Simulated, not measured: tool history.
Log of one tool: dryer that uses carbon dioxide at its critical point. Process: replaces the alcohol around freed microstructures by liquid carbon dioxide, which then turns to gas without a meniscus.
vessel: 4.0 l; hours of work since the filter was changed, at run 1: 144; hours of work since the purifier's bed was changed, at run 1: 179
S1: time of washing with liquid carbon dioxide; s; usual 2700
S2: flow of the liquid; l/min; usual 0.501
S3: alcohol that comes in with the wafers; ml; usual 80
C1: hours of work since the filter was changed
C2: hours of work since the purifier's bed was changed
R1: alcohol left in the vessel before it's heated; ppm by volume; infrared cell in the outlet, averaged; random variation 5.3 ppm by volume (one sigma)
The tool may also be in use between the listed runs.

run 1 hour=0.0 | S1=2700 S2=0.501 S3=80 | C1=144 C2=179 | R1=259
run 2 hour=59.2 | S1=2700 S2=0.501 S3=80 | C1=182 C2=217 | R1=310
run 3 hour=109.6 | S1=2700 S2=0.501 S3=60 | C1=215 C2=250 | R1=292
run 4 hour=170.4 | S1=2700 S2=0.501 S3=60 | C1=254 C2=289 | R1=320
-- hour=185.3 inlet filter changed
run 5 hour=226.9 | S1=2700 S2=0.501 S3=80 | C1=27 C2=325 | R1=275
run 6 hour=257.0 | S1=2700 S2=0.501 S3=80 | C1=46 C2=345 | R1=309
run 7 hour=306.0 | S1=2700 S2=0.501 S3=80 | C1=78 C2=377 | R1=332
run 8 hour=334.1 | S1=2700 S2=0.501 S3=80 | C1=96 C2=395 | R1=344
run 9 hour=361.2 | S1=2700 S2=0.501 S3=80 | C1=114 C2=412 | R1=365
run 10 hour=394.3 | S1=2700 S2=0.501 S3=80 | C1=136 C2=434 | R1=378
run 11 hour=441.2 | S1=1860 S2=0.501 S3=80 | C1=166 C2=464 | R1=1059
run 12 hour=474.5 | S1=1860 S2=0.649 S3=80 | C1=188 C2=486 | R1=595
run 13 hour=515.5 | S1=1860 S2=0.649 S3=80 | C1=214 C2=512 | R1=646
-- hour=524.0 purifier's bed changed
run 14 hour=561.3 | S1=1860 S2=0.649 S3=80 | C1=242 C2=24 | R1=433
-- hour=595.1 inlet filter changed
run 15 hour=598.4 | S1=1860 S2=0.649 S3=80 | C1=2 C2=48 | R1=244
run 16 hour=662.7 | S1=1860 S2=0.649 S3=80 | C1=44 C2=89 | R1=288
run 17 hour=702.8 | S1=3300 S2=0.396 S3=84 | C1=70 C2=115 | R1=239
run 18 hour=749.5 | S1=2040 S2=0.822 S3=110 | C1=100 C2=146 | R1=145
run 19 hour=806.9 | S1=2700 S2=0.314 S3=80 | C1=137 C2=183 | R1=1038
run 20 hour=838.4 | S1=1920 S2=0.501 S3=26 | C1=158 C2=203 | R1=345
run 21 hour=880.5 | S1=1920 S2=0.501 S3=26 | C1=185 C2=231 | R1=365
run 22 hour=933.3 | S1=2760 S2=0.400 S3=68 | C1=219 C2=265 | R1=573
run 23 hour=965.3 | S1=3480 S2=0.317 S3=84 | C1=240 C2=286 | R1=716
-- hour=1004.0 inlet filter changed
run 24 hour=1018.2 | S1=3480 S2=0.317 S3=84 | C1=9 C2=319 | R1=453
run 25 hour=1052.2 | S1=2040 S2=0.655 S3=98 | C1=31 C2=341 | R1=346
run 26 hour=1103.0 | S1=2040 S2=0.655 S3=98 | C1=64 C2=374 | R1=384
run 27 hour=1148.0 | S1=2040 S2=0.655 S3=98 | C1=93 C2=403 | R1=413
run 28 hour=1209.9 | S1=2400 S2=0.501 S3=28 | C1=134 C2=444 | R1=312
run 29 hour=1269.2 | S1=1680 S2=0.456 S3=28 | C1=172 C2=482 | R1=749
run 30 hour=1317.6 | S1=2700 S2=0.519 S3=80 | C1=203 C2=513 | R1=446
-- hour=1323.6 purifier's bed changed
run 31 hour=1367.0 | S1=2700 S2=0.442 S3=39 | C1=233 C2=28 | R1=212

Some steps in R1 between neighbouring runs. How much of each would the tool show without its hidden state too (settings, what came in, random variation), and how much is left for the hidden state, with any gauge scatter that isn't in both results?
The hidden state here: flow that reaches the vessel past the clogged filter, %; alcohol in the recycled carbon dioxide, ppm; drift of the gauge itself on alcohol_ppm, %.
Run 10 -> 11: S1 2700 -> 1860. R1 +681 ppm by volume: hidden state +208, all else +473.
Run 18 -> 19: S1 2040 -> 2700, S2 0.822 -> 0.314, S3 110 -> 80. R1 +893 ppm by volume: hidden state +227, all else +666.
Run 19 -> 20: S1 2700 -> 1920, S2 0.314 -> 0.501, S3 80 -> 26. R1 -693 ppm by volume: hidden state -152, all else -541.
Run 23 -> 24: inlet filter changed. R1 -263 ppm by volume: hidden state -248, all else -15.
Run 30 -> 31: S2 0.519 -> 0.442, S3 80 -> 39, purifier's bed changed. R1 -234 ppm by volume: hidden state -229, all else -5.
